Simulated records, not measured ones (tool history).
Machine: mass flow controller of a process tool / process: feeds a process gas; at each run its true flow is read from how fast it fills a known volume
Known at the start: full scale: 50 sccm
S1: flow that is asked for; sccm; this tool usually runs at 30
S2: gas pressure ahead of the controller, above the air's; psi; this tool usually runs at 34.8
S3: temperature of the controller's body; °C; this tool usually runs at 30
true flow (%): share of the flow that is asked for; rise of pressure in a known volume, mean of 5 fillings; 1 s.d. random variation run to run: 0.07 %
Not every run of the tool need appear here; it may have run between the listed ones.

Run 1, hour 0.0: usual settings. Result: true flow (%) 98.80.
Run 2, hour 188.7: usual settings. Result: true flow (%) 98.72.
Run 3, hour 299.7: usual settings. Result: true flow (%) 98.74.
Run 4, hour 489.3: usual settings. Result: true flow (%) 98.62.
Run 5, hour 595.3: usual settings but S1 12 sccm. Result: true flow (%) 98.12.
Run 6, hour 752.5: usual settings. Result: true flow (%) 98.64.
Run 7, hour 878.0: usual settings. Result: true flow (%) 98.56.
Run 8, hour 976.3: usual settings. Result: true flow (%) 98.70.
Run 9, hour 1138.1: usual settings. Result: true flow (%) 98.57.
Run 10, hour 1218.8: usual settings. Result: true flow (%) 98.56.
Run 11, hour 1390.5: usual settings but S1 11 sccm. Result: true flow (%) 98.15.
Run 12, hour 1535.0: usual settings. Result: true flow (%) 98.57.
Run 13, hour 1614.2: usual settings. Result: true flow (%) 98.49.
Run 14, hour 1797.8: usual settings. Result: true flow (%) 98.50.
Run 15, hour 1985.6: usual settings. Result: true flow (%) 98.44.
Run 16, hour 2101.0: usual settings. Result: true flow (%) 98.55.
Run 17, hour 2251.8: usual settings. Result: true flow (%) 98.45.
Run 18, hour 2407.0: usual settings but S1 6 sccm, S2 28.1 psi, S3 25 °C. Result: true flow (%) 98.94.
Run 19, hour 2490.0: usual settings but S1 6 sccm, S2 28.1 psi, S3 24 °C. Result: true flow (%) 99.14.
Run 20, hour 2647.0: usual settings but S2 36.1 psi, S3 27 °C. Result: true flow (%) 98.20.
Run 21, hour 2799.6: usual settings but S3 23 °C. Result: true flow (%) 98.14.
Run 22, hour 2928.1: usual settings but S3 23 °C. Result: true flow (%) 98.21.
Run 23, hour 3022.0: usual settings but S2 30.9 psi, S3 26 °C. Result: true flow (%) 98.55.
Run 24, hour 3201.4: usual settings but S2 26.0 psi, S3 22 °C. Result: true flow (%) 98.68.
Run 25, hour 3362.8: usual settings but S1 41 sccm, S2 34.1 psi, S3 24 °C. Result: true flow (%) 98.58.
Run 26, hour 3512.2: usual settings but S1 32 sccm, S2 28.1 psi, S3 39 °C. Result: true flow (%) 98.95.
Run 27, hour 3606.8: usual settings but S1 15 sccm, S2 20.6 psi. Result: true flow (%) 98.68.
Run 28, hour 3706.9: usual settings but S1 15 sccm, S2 20.6 psi. Result: true flow (%) 98.66.
Run 29, hour 3834.7: usual settings but S1 26 sccm, S2 38.3 psi, S3 26 °C. Result: true flow (%) 97.80.
Run 30, hour 3923.2: usual settings but S1 26 sccm, S2 38.3 psi, S3 26 °C. Result: true flow (%) 97.85.

For some of the steps in true flow (%) from one run to the next: how much would appear even if the tool had no hidden state, given the settings, what came in and random variation, and how much remains for the hidden state plus any gauge scatter that the measured result and the result without hidden state don't share?
The hidden state here: flow at rest that the sensor doesn't see, % of full scale; true flow over the shown one, %; drift of the gauge itself on true_pct, %.
Run 5 -> 6: S1 12 -> 30. true flow (%) +0.52: hidden state -0.34, all else +0.86.
Run 11 -> 12: S1 11 -> 30. true flow (%) +0.42: hidden state -0.52, all else +0.94.
Run 17 -> 18: S1 30 -> 6, S2 34.8 -> 28.1, S3 30 -> 25. true flow (%) +0.49: hidden state +1.49, all else -1.00.
Run 19 -> 20: S1 6 -> 30, S2 28.1 -> 36.1, S3 24 -> 27. true flow (%) -0.94: hidden state -1.56, all else +0.62.
Run 28 -> 29: S1 15 -> 26, S2 20.6 -> 38.3, S3 30 -> 26. true flow (%) -0.86: hidden state -0.43, all else -0.43.
